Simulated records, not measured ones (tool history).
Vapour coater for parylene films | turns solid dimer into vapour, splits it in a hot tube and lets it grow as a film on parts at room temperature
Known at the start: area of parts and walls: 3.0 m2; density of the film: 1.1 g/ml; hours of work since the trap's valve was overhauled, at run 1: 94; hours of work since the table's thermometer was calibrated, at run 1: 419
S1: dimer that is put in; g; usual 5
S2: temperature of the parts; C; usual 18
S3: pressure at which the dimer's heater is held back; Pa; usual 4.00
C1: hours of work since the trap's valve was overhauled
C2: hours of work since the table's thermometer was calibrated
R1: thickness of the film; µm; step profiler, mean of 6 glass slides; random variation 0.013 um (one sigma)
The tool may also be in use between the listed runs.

run    hour  S1  S2    S3   C1    C2    R1
  1     0.0   5  18  4.00   94   419  0.86
  2    77.8   5  18  2.68  153   478  0.86
  3   143.7   5  19  4.00  203   528  0.81
      171.2  -- trap's valve overhauled
  4   226.8   5  19  4.00   42   588  0.74
  5   309.4   5  19  4.00  105   650  0.76
  6   367.6   5  19  4.00  149   694  0.70
  7   407.8   3  18  4.00  179   725  0.42
      458.9  -- trap's valve overhauled, once more
  8   473.3   3  18  4.00   11   771  0.55
  9   511.9   3  18  4.00   40   801  0.54
 10   577.7   5  18  7.58   90   850  0.81
 11   620.2   5  18  7.58  122   883  0.79
 12   695.0   5  18  7.58  179   939  0.78
      749.5  -- trap's valve overhauled
 13   767.1   5  18  7.58   13   991  0.83
 14   839.8   5  18  7.58   68  1046  0.86
      899.1  -- table's thermometer calibrated
 15   902.8   7  18  7.58  115     3  1.09
 16   955.6   7  18  7.58  155    43  1.09
 17  1027.9   5  18  2.54  210    97  0.87
     1047.7  -- trap's valve overhauled
 18  1117.2   5  18  2.54   53   162  0.88
 19  1168.4   5  18  2.54   91   201  0.92
 20  1232.5   5  18  3.40  140   249  0.87
 21  1308.7   5  18  4.00  198   307  0.81
     1339.7  -- trap's valve overhauled
 22  1383.9   5  18  4.00   33   361  0.88
 23  1427.9   4  18  2.07   67   394  0.75
 24  1499.0   4  13  2.46  121   448  0.82
 25  1553.7   4  13  2.46  162   490  0.82
 26  1613.1   4  13  2.35  207   535  0.78
     1630.9  -- trap's valve overhauled
 27  1671.7   3  18  3.44   31   576  0.54
 28  1737.3   4  18  4.00   81   626  0.71
 29  1812.8   4  18  4.00  138   683  0.70
 30  1894.5   4  18  4.00  200   745  0.66
     1924.5  -- trap's valve overhauled
 31  1970.8   4  18  4.00   35   799  0.71
 32  2053.3   4  14  4.00   97   862  0.77
 33  2100.7   6  26  8.54  133   898  0.80
 34  2154.8   6  26  8.54  174   939  0.75
     2215.5  -- trap's valve overhauled
 35  2239.1   5  13  2.38   18   999  1.09
 36  2322.1   9  27  4.00   81  1062  1.29
     2357.9  -- table's thermometer calibrated
 37  2388.9   9  27  4.00  131    23  1.23
 38  2448.2   3  19  2.99  175    68  0.47
 39  2497.8   3  19  2.99  213   106  0.50
     2508.2  -- trap's valve overhauled
 40  2552.6   6  11  5.53   34   144  1.20
 41  2627.4   5  18  9.74   90   201  0.77
 42  2687.7   3  23  3.70  136   247  0.43
 43  2758.3   4  18  4.00  189   300  0.67
     2804.8  -- trap's valve overhauled
 44  2815.5   5  27  4.00    8   340  0.71

Measured less the same run without the tool's hidden state. The same run-to-run variation is in both; the gauge's scatter may not be:
The hidden state here: vapour lost through the trap's worn valve, %; true temperature of the parts over the reading, C; drift of the gauge itself on film_um, %.
run     R1
  1  -0.02
  2  -0.04
  3  -0.06
  4  -0.11
  5  -0.13
  6  -0.14
  7  -0.09
  8  +0.01
  9  +0.00
 10  -0.01
 11  -0.02
 12  -0.04
 13  +0.02
 14  +0.01
 15  -0.05
 16  -0.07
 17  -0.07
 18  -0.02
 19  -0.03
 20  -0.05
 21  -0.07
 22  -0.01
 23  -0.02
 24  -0.03
 25  -0.04
 26  -0.06
 27  +0.01
 28  -0.01
 29  -0.02
 30  -0.04
 31  +0.00
 32  -0.01
 33  -0.02
 34  -0.04
 35  +0.03
 36  -0.01
 37  -0.08
 38  -0.04
 39  -0.04
 40  -0.02
 41  -0.02
 42  -0.03
 43  -0.05
 44  +0.00
